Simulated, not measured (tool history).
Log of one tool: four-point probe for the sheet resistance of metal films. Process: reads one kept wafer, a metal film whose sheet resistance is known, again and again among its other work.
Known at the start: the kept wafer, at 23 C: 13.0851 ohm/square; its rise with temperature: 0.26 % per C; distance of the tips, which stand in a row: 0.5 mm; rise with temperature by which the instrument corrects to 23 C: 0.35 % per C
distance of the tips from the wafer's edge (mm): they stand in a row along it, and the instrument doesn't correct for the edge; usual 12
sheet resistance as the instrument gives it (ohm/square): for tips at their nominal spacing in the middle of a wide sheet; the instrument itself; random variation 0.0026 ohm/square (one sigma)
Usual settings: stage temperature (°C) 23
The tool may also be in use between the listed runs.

run	hour	stage temperature (°C)	distance of the tips from the wafer's edge (mm)	sheet resistance as the instrument gives it (ohm/square)
1	0.0	23	12	13.115509
2	11.9	23	4	13.201964
3	36.9	23	4	13.209179
4	61.9	23	12	13.113438
5	72.3	23	12	13.113441
6	94.5	23	30	13.102807
7	106.3	23	30	13.099124
8	118.1	23	30	13.106031
9	136.2	23	30	13.102094
10	148.6	32	12	13.003625
11	172.5	32	12	13.006851
12	197.4	23	14	13.113917
13	212.0	23	14	13.113220
14	230.0	23	14	13.114034
15	244.8	23	3	13.296095
16	261.7	23	12	13.114073
# hour 263.7: stage's thermometer calibrated
17	281.1	23	12	13.111309
18	295.4	28	12	13.054990
19	307.2	28	12	13.045515
20	324.1	19	42	13.152994
21	346.8	19	42	13.148453
22	367.2	19	42	13.154340
23	387.7	26	12	13.075756

Forecast each of these 3 alternatives for the next run:
# hour 391.7: stage's thermometer calibrated, once more
A	399.7	21	29	?
# hour 391.7: stage's thermometer calibrated, once more
B	399.7	25	4	?
# hour 391.7: stage's thermometer calibrated, once more
C	399.7	21	64	?

run	sheet resistance as the instrument gives it (ohm/square)
A	13.142618
B	13.197950
C	13.139219
Without the tool's hidden state the same runs would have given:
run	sheet resistance as the instrument gives it (ohm/square)
A	13.113968
B	13.169219
C	13.110577
